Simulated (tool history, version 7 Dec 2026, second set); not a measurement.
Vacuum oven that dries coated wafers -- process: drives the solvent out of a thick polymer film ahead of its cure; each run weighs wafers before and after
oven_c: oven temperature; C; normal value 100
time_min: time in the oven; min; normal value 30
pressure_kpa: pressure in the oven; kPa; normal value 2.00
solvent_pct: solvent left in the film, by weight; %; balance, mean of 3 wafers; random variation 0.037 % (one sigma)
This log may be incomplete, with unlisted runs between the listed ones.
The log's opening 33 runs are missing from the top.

| run | day | oven_c | time_min | pressure_kpa | solvent_pct |
|---|---|---|---|---|---|
| 34 | 18.912 | 104 | 16 | 3.07 | 4.48 |
| 35 | 19.338 | 91 | 16 | 2.99 | 7.17 |
| 36 | 19.800 | 91 | 16 | 2.99 | 7.11 |
| 37 | 20.188 | 111 | 17 | 2.00 | 2.84 |
| 38 | 20.979 | 100 | 20 | 3.04 | 4.22 |
| 39 | 21.312 | 92 | 29 | 3.33 | 4.16 |
| 40 | 21.850 | 101 | 15 | 7.96 | 6.32 |
| 41 | 22.629 | 100 | 30 | 2.87 | 2.52 |
| 42 | 23.454 | 100 | 30 | 2.87 | 2.50 |
| 43 | 24.075 | 89 | 39 | 1.32 | 2.98 |
| 44 | 24.604 | 109 | 40 | 2.00 | 0.65 |
| 45 | 25.246 | 109 | 17 | 1.52 | 3.04 |
| 46 | 25.596 | 103 | 18 | 2.28 | 3.97 |
| 47 | 26.425 | 103 | 18 | 2.28 | 3.98 |

Branching from run 47: 3 alternative next runs. What would each branch give?
| A | 27.125 | 103 | 45 | 2.28 | ? |
| B | 27.125 | 103 | 18 | 2.28 | ? |
| C | 27.125 | 100 | 38 | 2.00 | ? |

| run | solvent_pct |
|---|---|
| A | 1.08 |
| B | 3.98 |
| C | 1.60 |
With the hidden condition removed and each run's random variation left untouched, the same runs would have given:
| run | solvent_pct |
|---|---|
| A | 1.16 |
| B | 4.19 |
| C | 1.73 |
